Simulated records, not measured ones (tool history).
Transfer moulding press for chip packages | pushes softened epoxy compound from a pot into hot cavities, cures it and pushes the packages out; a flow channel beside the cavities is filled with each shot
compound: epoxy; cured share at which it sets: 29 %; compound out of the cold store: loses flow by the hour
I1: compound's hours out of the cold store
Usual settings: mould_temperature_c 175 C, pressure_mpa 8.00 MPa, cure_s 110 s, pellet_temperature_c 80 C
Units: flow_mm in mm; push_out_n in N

run 1 day=0.000 | mould_temperature_c=175 pressure_mpa=8.00 cure_s=110 pellet_temperature_c=80 | I1=29.5 | flow_mm=865 push_out_n=609
-- day=0.538 cavities cleaned with cleaning compound and waxed
-- day=2.558 cavities cleaned with cleaning compound and waxed
run 2 day=2.608 | mould_temperature_c=175 pressure_mpa=8.00 cure_s=110 pellet_temperature_c=80 | I1=17.7 | flow_mm=882 push_out_n=488
run 3 day=4.179 | mould_temperature_c=175 pressure_mpa=8.88 cure_s=110 pellet_temperature_c=80 | I1=20.5 | flow_mm=927 push_out_n=646
-- day=4.612 cavities cleaned with cleaning compound and waxed
run 4 day=6.508 | mould_temperature_c=175 pressure_mpa=8.88 cure_s=110 pellet_temperature_c=80 | I1=31.0 | flow_mm=890 push_out_n=641
-- day=6.800 cavities cleaned with cleaning compound and waxed
-- day=8.775 cavities cleaned with cleaning compound and waxed
run 5 day=8.825 | mould_temperature_c=175 pressure_mpa=8.00 cure_s=110 pellet_temperature_c=80 | I1=38.3 | flow_mm=814 push_out_n=499
-- day=10.758 cavities cleaned with cleaning compound and waxed
run 6 day=10.821 | mould_temperature_c=175 pressure_mpa=8.00 cure_s=110 pellet_temperature_c=80 | I1=36.3 | flow_mm=818 push_out_n=494
-- day=11.517 plunger's sealing rings changed
-- day=12.958 cavities cleaned with cleaning compound and waxed, once more
run 7 day=13.475 | mould_temperature_c=180 pressure_mpa=8.00 cure_s=110 pellet_temperature_c=80 | I1=14.7 | flow_mm=911 push_out_n=522
-- day=15.050 cavities cleaned with cleaning compound and waxed
run 8 day=15.458 | mould_temperature_c=180 pressure_mpa=8.00 cure_s=110 pellet_temperature_c=80 | I1=13.3 | flow_mm=913 push_out_n=512
-- day=17.071 cavities cleaned with cleaning compound and waxed
run 9 day=17.071 | mould_temperature_c=180 pressure_mpa=8.00 cure_s=111 pellet_temperature_c=80 | I1=11.5 | flow_mm=912 push_out_n=437
-- day=19.071 cavities cleaned with cleaning compound and waxed
run 10 day=19.800 | mould_temperature_c=180 pressure_mpa=8.00 cure_s=111 pellet_temperature_c=80 | I1=40.9 | flow_mm=822 push_out_n=505
-- day=20.492 mould's thermocouples calibrated
-- day=21.217 cavities cleaned with cleaning compound and waxed
run 11 day=22.567 | mould_temperature_c=175 pressure_mpa=8.00 cure_s=110 pellet_temperature_c=80 | I1=28.6 | flow_mm=860 push_out_n=607
-- day=23.296 cavities cleaned with cleaning compound and waxed
run 12 day=24.154 | mould_temperature_c=175 pressure_mpa=6.95 cure_s=110 pellet_temperature_c=80 | I1=36.6 | flow_mm=772 push_out_n=587
-- day=25.308 cavities cleaned with cleaning compound and waxed
run 13 day=26.617 | mould_temperature_c=175 pressure_mpa=8.00 cure_s=110 pellet_temperature_c=80 | I1=46.6 | flow_mm=801 push_out_n=587
-- day=27.354 cavities cleaned with cleaning compound and waxed
run 14 day=27.817 | mould_temperature_c=178 pressure_mpa=7.45 cure_s=140 pellet_temperature_c=76 | I1=45.4 | flow_mm=761 push_out_n=503
-- day=29.379 cavities cleaned with cleaning compound and waxed
run 15 day=30.362 | mould_temperature_c=182 pressure_mpa=7.09 cure_s=148 pellet_temperature_c=72 | I1=18.7 | flow_mm=792 push_out_n=531
-- day=31.050 plunger's sealing rings changed
-- day=31.562 cavities cleaned with cleaning compound and waxed
run 16 day=32.675 | mould_temperature_c=182 pressure_mpa=7.09 cure_s=148 pellet_temperature_c=72 | I1=21.5 | flow_mm=828 push_out_n=555
-- day=33.604 cavities cleaned with cleaning compound and waxed
run 17 day=34.733 | mould_temperature_c=169 pressure_mpa=7.68 cure_s=139 pellet_temperature_c=74 | I1=34.6 | flow_mm=866 push_out_n=613
-- day=35.604 cavities cleaned with cleaning compound and waxed
run 18 day=36.021 | mould_temperature_c=170 pressure_mpa=7.68 cure_s=139 pellet_temperature_c=71 | I1=12.1 | flow_mm=926 push_out_n=514
-- day=37.638 cavities cleaned with cleaning compound and waxed
run 19 day=37.754 | mould_temperature_c=170 pressure_mpa=7.68 cure_s=139 pellet_temperature_c=71 | I1=36.9 | flow_mm=854 push_out_n=457
-- day=39.692 cavities cleaned with cleaning compound and waxed
run 20 day=39.821 | mould_temperature_c=181 pressure_mpa=7.79 cure_s=150 pellet_temperature_c=80 | I1=22.4 | flow_mm=854 push_out_n=463
run 21 day=41.025 | mould_temperature_c=181 pressure_mpa=7.79 cure_s=150 pellet_temperature_c=80 | I1=34.0 | flow_mm=821 push_out_n=539
-- day=41.675 mould's thermocouples calibrated
-- day=41.858 cavities cleaned with cleaning compound and waxed
-- day=43.892 cavities cleaned with cleaning compound and waxed
run 22 day=43.892 | mould_temperature_c=176 pressure_mpa=7.79 cure_s=150 pellet_temperature_c=71 | I1=24.9 | flow_mm=850 push_out_n=434
run 23 day=45.017 | mould_temperature_c=174 pressure_mpa=8.67 cure_s=95 pellet_temperature_c=83 | I1=32.0 | flow_mm=883 push_out_n=687
-- day=45.862 cavities cleaned with cleaning compound and waxed
run 24 day=46.338 | mould_temperature_c=177 pressure_mpa=8.59 cure_s=98 pellet_temperature_c=77 | I1=16.8 | flow_mm=907 push_out_n=595
run 25 day=47.458 | mould_temperature_c=177 pressure_mpa=8.59 cure_s=98 pellet_temperature_c=77 | I1=26.0 | flow_mm=874 push_out_n=658

Forecast each of these 5 alternatives for the next run:
-- day=47.979 cavities cleaned with cleaning compound and waxed
run A day=48.929 | mould_temperature_c=169 pressure_mpa=7.86 cure_s=105 pellet_temperature_c=80 | I1=19.4 | flow_mm=? push_out_n=?
-- day=47.979 cavities cleaned with cleaning compound and waxed
run B day=48.929 | mould_temperature_c=177 pressure_mpa=8.59 cure_s=127 pellet_temperature_c=77 | I1=45.9 | flow_mm=? push_out_n=?
-- day=47.979 cavities cleaned with cleaning compound and waxed
run C day=48.929 | mould_temperature_c=177 pressure_mpa=7.24 cure_s=98 pellet_temperature_c=77 | I1=9.7 | flow_mm=? push_out_n=?
-- day=47.979 cavities cleaned with cleaning compound and waxed
run D day=48.929 | mould_temperature_c=182 pressure_mpa=7.38 cure_s=147 pellet_temperature_c=80 | I1=24.3 | flow_mm=? push_out_n=?
-- day=47.979 cavities cleaned with cleaning compound and waxed
run E day=48.929 | mould_temperature_c=177 pressure_mpa=8.59 cure_s=145 pellet_temperature_c=80 | I1=27.4 | flow_mm=? push_out_n=?

run=A flow_mm=875 push_out_n=836
run=B flow_mm=814 push_out_n=526
run=C flow_mm=844 push_out_n=632
run=D flow_mm=802 push_out_n=521
run=E flow_mm=868 push_out_n=519
Without the tool's hidden state the same runs would have given:
run=A flow_mm=928 push_out_n=667
run=B flow_mm=864 push_out_n=424
run=C flow_mm=896 push_out_n=507
run=D flow_mm=851 push_out_n=421
run=E flow_mm=921 push_out_n=419
